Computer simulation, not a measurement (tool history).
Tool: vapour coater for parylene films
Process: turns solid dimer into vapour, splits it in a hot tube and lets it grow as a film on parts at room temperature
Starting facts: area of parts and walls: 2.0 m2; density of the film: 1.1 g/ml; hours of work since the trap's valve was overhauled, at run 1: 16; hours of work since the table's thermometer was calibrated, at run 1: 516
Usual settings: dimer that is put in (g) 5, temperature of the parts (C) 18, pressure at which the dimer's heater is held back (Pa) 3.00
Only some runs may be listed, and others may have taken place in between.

run   hour  dimer that is put in (g)  temperature of the parts (C)  pressure at which the dimer's heater is held back (Pa)  hours of work since the trap's valve was overhauled  hours of work since the table's thermometer was calibrated  thickness of the film (nm)
  1    0.0                         5                            18                                                    3.00                                                   16                                                         516                        1560
  2   14.3                         5                            18                                                    3.00                                                   29                                                         528                        1580
  3   30.7                         5                            18                                                    3.00                                                   44                                                         543                        1560
  4   47.1                         5                            18                                                    3.00                                                   58                                                         558                        1570
  5   59.4                         5                            18                                                    2.38                                                   69                                                         568                        1640
  6   73.2                         6                            18                                                    3.00                                                   82                                                         581                        1860
  7   90.3                         6                            18                                                    3.00                                                   97                                                         596                        1870
  8  107.7                         5                            18                                                    3.00                                                  112                                                         611                        1570
  9  119.6                         5                            18                                                    3.00                                                  123                                                         622                        1580
 10  136.8                         5                            18                                                    3.00                                                  138                                                         637                        1590
 11  153.2                         5                            12                                                    3.00                                                  153                                                         652                        2100
 12  162.7                         5                            12                                                    3.00                                                  161                                                         660                        2080
 13  174.4                         5                            12                                                    3.00                                                  171                                                         671                        2030
 14  184.4                         7                            18                                                    3.00                                                  180                                                         680                        2180
 15  194.0                         7                            18                                                    3.00                                                  189                                                         688                        2200
 16  210.9                         5                            18                                                    3.72                                                  204                                                         703                        1540

Run 17 comes next. What will it give?
 17  226.2                         5                            23                                                    4.44                                                  218                                                         717                           ?

thickness of the film (nm): 1160
If the tool had no hidden condition, the same run with the same run-to-run variation would have returned thickness of the film (nm) 1170.

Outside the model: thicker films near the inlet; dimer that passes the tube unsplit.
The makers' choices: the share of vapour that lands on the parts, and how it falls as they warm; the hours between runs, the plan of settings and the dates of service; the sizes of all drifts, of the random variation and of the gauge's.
